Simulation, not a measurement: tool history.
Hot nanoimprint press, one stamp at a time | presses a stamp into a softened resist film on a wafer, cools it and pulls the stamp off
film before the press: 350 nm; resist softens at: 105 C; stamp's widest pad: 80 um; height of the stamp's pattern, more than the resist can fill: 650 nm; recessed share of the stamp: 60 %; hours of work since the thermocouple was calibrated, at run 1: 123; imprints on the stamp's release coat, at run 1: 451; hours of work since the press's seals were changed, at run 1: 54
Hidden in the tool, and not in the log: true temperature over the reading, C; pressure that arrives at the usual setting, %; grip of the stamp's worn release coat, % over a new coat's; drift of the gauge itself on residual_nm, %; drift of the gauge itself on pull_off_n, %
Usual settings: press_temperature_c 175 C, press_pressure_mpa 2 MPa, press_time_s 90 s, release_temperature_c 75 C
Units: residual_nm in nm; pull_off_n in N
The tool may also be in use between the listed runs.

run	day	press_temperature_c	press_pressure_mpa	press_time_s	release_temperature_c	hours of work since the thermocouple was calibrated	imprints on the stamp's release coat	hours of work since the press's seals were changed	residual_nm	pull_off_n
1	0	175	2	90	75	123	451	54	167.2	196
2	0.242	175	2	90	75	125	465	57	165.5	194
3	0.521	175	2	90	76	128	482	60	165.6	191
4	0.904	175	2	90	66	132	505	64	165.9	214
5	1.312	175	2	90	66	137	529	68	166.9	214
6	1.658	175	2	90	66	140	550	72	167.2	216
7	2.079	175	2	90	66	145	575	76	164.8	211
8	2.492	175	2	90	66	149	599	81	166.2	211
9	2.929	175	2	90	62	154	625	85	165.7	221
10	3.146	175	2	90	62	156	638	88	166	222
11	3.517	175	2	90	62	160	660	92	163.1	221
12	3.725	175	2	90	75	162	673	94	164.8	193
13	3.925	175	2	90	78	164	685	96	164.7	188
14	4.133	175	2	102	75	166	697	98	157.8	194
15	4.483	175	2	90	75	170	718	102	163.8	195
16	4.738	175	2.13	90	62	173	733	105	158.5	224
17	5.083	178	1.63	91	63	177	754	108	166.8	219
18	5.408	178	1.63	71	63	180	773	112	179.7	219
19	5.717	178	1.63	71	63	183	791	115	179.2	220
20	5.908	177	2.91	90	75	185	803	117	127.3	193
21	6.117	177	2.91	90	75	188	815	119	128.7	192
22	6.333	177	1.87	57	65	190	828	122	186.4	216
23	6.729	177	1.87	57	65	194	852	126	185.3	213
24	7.158	177	1.87	57	69	199	877	130	188	205
25	7.35	175	1.47	90	75	201	889	132	186	195
26	7.767	175	1.47	90	75	205	914	137	187.3	195
27	8.004	187	2.36	90	60	208	928	139	106.4	227
28	8.279	175	2	90	60	210	944	142	163.8	225
29	8.488	175	1.79	136	60	213	957	144	147.1	227

3 ways to go on from here, each from the tool as it stands after run 29. What would each give?
A	8.667	175	2.52	53	75	215	967	146	?	?
B	8.667	175	2	48	75	215	967	146	?	?
C	8.667	175	1.56	136	60	215	967	146	?	?

run	residual_nm	pull_off_n
A	176.6	194
B	198.7	192
C	156.2	223
Without the tool's hidden state the same runs would have given:
run	residual_nm	pull_off_n
A	180.3	193
B	202.9	191
C	159.5	223
